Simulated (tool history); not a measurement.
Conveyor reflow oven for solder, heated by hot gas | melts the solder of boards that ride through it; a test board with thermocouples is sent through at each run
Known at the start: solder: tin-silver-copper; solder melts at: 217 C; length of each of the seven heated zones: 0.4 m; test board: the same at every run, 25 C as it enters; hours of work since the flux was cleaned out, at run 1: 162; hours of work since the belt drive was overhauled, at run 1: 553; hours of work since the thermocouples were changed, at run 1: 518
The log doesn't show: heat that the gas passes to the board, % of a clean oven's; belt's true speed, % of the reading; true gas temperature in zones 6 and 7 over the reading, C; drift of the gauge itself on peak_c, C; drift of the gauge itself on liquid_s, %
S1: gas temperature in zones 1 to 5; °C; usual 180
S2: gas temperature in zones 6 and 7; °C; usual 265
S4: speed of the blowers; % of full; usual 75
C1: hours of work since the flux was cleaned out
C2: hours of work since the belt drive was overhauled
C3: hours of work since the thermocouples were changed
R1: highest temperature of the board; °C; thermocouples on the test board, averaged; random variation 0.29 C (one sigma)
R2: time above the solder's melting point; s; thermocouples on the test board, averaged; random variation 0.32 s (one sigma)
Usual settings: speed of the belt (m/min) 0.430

run 1 day=0.000 | S1=180 S2=265 speed_of_the_belt_(m/min)=0.430 S4=75 | C1=162 C2=553 C3=518 | R1=254.5 R2=93.4
run 2 day=0.542 | S1=180 S2=260 speed_of_the_belt_(m/min)=0.430 S4=75 | C1=170 C2=561 C3=526 | R1=249.9 R2=88.7
run 3 day=1.204 | S1=180 S2=260 speed_of_the_belt_(m/min)=0.430 S4=75 | C1=180 C2=571 C3=537 | R1=249.7 R2=88.7
run 4 day=2.267 | S1=191 S2=265 speed_of_the_belt_(m/min)=0.430 S4=75 | C1=197 C2=588 C3=553 | R1=255.8 R2=100.0
run 5 day=3.304 | S1=191 S2=265 speed_of_the_belt_(m/min)=0.430 S4=75 | C1=213 C2=604 C3=570 | R1=255.9 R2=100.0
run 6 day=4.475 | S1=191 S2=265 speed_of_the_belt_(m/min)=0.430 S4=75 | C1=232 C2=623 C3=588 | R1=255.8 R2=100.4
run 7 day=5.404 | S1=180 S2=265 speed_of_the_belt_(m/min)=0.430 S4=75 | C1=246 C2=637 C3=603 | R1=254.0 R2=92.3
run 8 day=6.229 | S1=180 S2=265 speed_of_the_belt_(m/min)=0.430 S4=75 | C1=259 C2=650 C3=615 | R1=253.7 R2=92.4
run 9 day=6.979 | S1=180 S2=265 speed_of_the_belt_(m/min)=0.430 S4=75 | C1=271 C2=662 C3=627 | R1=253.8 R2=91.9
run 10 day=8.012 | S1=174 S2=265 speed_of_the_belt_(m/min)=0.430 S4=75 | C1=287 C2=678 C3=643 | R1=252.8 R2=87.6
run 11 day=8.892 | S1=174 S2=265 speed_of_the_belt_(m/min)=0.430 S4=75 | C1=301 C2=692 C3=657 | R1=252.4 R2=88.2
run 12 day=9.550 | S1=174 S2=265 speed_of_the_belt_(m/min)=0.430 S4=75 | C1=311 C2=702 C3=667 | R1=252.6 R2=87.8
-- day=10.325 flux residue cleaned out of gas plates and filters
run 13 day=10.879 | S1=180 S2=265 speed_of_the_belt_(m/min)=0.420 S4=75 | C1=9 C2=720 C3=685 | R1=256.2 R2=97.3
run 14 day=11.762 | S1=180 S2=265 speed_of_the_belt_(m/min)=0.420 S4=75 | C1=22 C2=733 C3=699 | R1=255.8 R2=97.7
run 15 day=12.254 | S1=180 S2=265 speed_of_the_belt_(m/min)=0.420 S4=75 | C1=30 C2=741 C3=706 | R1=255.9 R2=97.3
run 16 day=13.012 | S1=180 S2=265 speed_of_the_belt_(m/min)=0.420 S4=75 | C1=42 C2=753 C3=718 | R1=255.7 R2=97.3
run 17 day=13.733 | S1=169 S2=267 speed_of_the_belt_(m/min)=0.420 S4=75 | C1=53 C2=764 C3=730 | R1=256.5 R2=92.5
run 18 day=14.412 | S1=169 S2=255 speed_of_the_belt_(m/min)=0.420 S4=75 | C1=64 C2=775 C3=740 | R1=245.2 R2=81.0
run 19 day=15.242 | S1=177 S2=264 speed_of_the_belt_(m/min)=0.385 S4=75 | C1=77 C2=788 C3=753 | R1=255.4 R2=106.0
run 20 day=16.175 | S1=177 S2=264 speed_of_the_belt_(m/min)=0.385 S4=75 | C1=92 C2=802 C3=768 | R1=255.6 R2=105.5
run 21 day=16.904 | S1=177 S2=264 speed_of_the_belt_(m/min)=0.398 S4=75 | C1=103 C2=814 C3=779 | R1=255.4 R2=101.2
-- day=17.208 thermocouples of zones 6 and 7 changed
run 22 day=17.892 | S1=180 S2=265 speed_of_the_belt_(m/min)=0.501 S4=75 | C1=117 C2=828 C3=11 | R1=252.1 R2=77.0
run 23 day=18.629 | S1=184 S2=278 speed_of_the_belt_(m/min)=0.367 S4=55 | C1=129 C2=839 C3=22 | R1=268.3 R2=123.8
run 24 day=19.812 | S1=184 S2=278 speed_of_the_belt_(m/min)=0.367 S4=55 | C1=147 C2=858 C3=41 | R1=268.4 R2=124.7
run 25 day=20.950 | S1=194 S2=265 speed_of_the_belt_(m/min)=0.430 S4=75 | C1=165 C2=876 C3=59 | R1=257.3 R2=104.5
run 26 day=21.979 | S1=180 S2=265 speed_of_the_belt_(m/min)=0.430 S4=88 | C1=181 C2=892 C3=75 | R1=257.8 R2=96.9
run 27 day=22.700 | S1=180 S2=265 speed_of_the_belt_(m/min)=0.430 S4=88 | C1=192 C2=903 C3=86 | R1=257.3 R2=97.0
run 28 day=23.796 | S1=180 S2=265 speed_of_the_belt_(m/min)=0.430 S4=88 | C1=209 C2=920 C3=103 | R1=256.8 R2=97.0
run 29 day=24.558 | S1=180 S2=275 speed_of_the_belt_(m/min)=0.382 S4=88 | C1=221 C2=932 C3=115 | R1=268.8 R2=118.4
run 30 day=25.038 | S1=180 S2=275 speed_of_the_belt_(m/min)=0.382 S4=88 | C1=229 C2=940 C3=122 | R1=268.3 R2=118.4

3 ways to go on from here, each from the tool as it stands after run 30. What would each give?
run A day=26.221 | S1=190 S2=265 speed_of_the_belt_(m/min)=0.435 S4=89 | C1=247 C2=958 C3=141 | R1=? R2=?
run B day=26.221 | S1=180 S2=265 speed_of_the_belt_(m/min)=0.352 S4=75 | C1=247 C2=958 C3=141 | R1=? R2=?
run C day=26.221 | S1=170 S2=272 speed_of_the_belt_(m/min)=0.430 S4=65 | C1=247 C2=958 C3=141 | R1=? R2=?

run=A R1=257.3 R2=102.2
run=B R1=258.9 R2=121.4
run=C R1=258.3 R2=90.6
Without the tool's hidden state the same runs would have given:
run=A R1=258.7 R2=100.5
run=B R1=259.9 R2=119.3
run=C R1=259.7 R2=89.6

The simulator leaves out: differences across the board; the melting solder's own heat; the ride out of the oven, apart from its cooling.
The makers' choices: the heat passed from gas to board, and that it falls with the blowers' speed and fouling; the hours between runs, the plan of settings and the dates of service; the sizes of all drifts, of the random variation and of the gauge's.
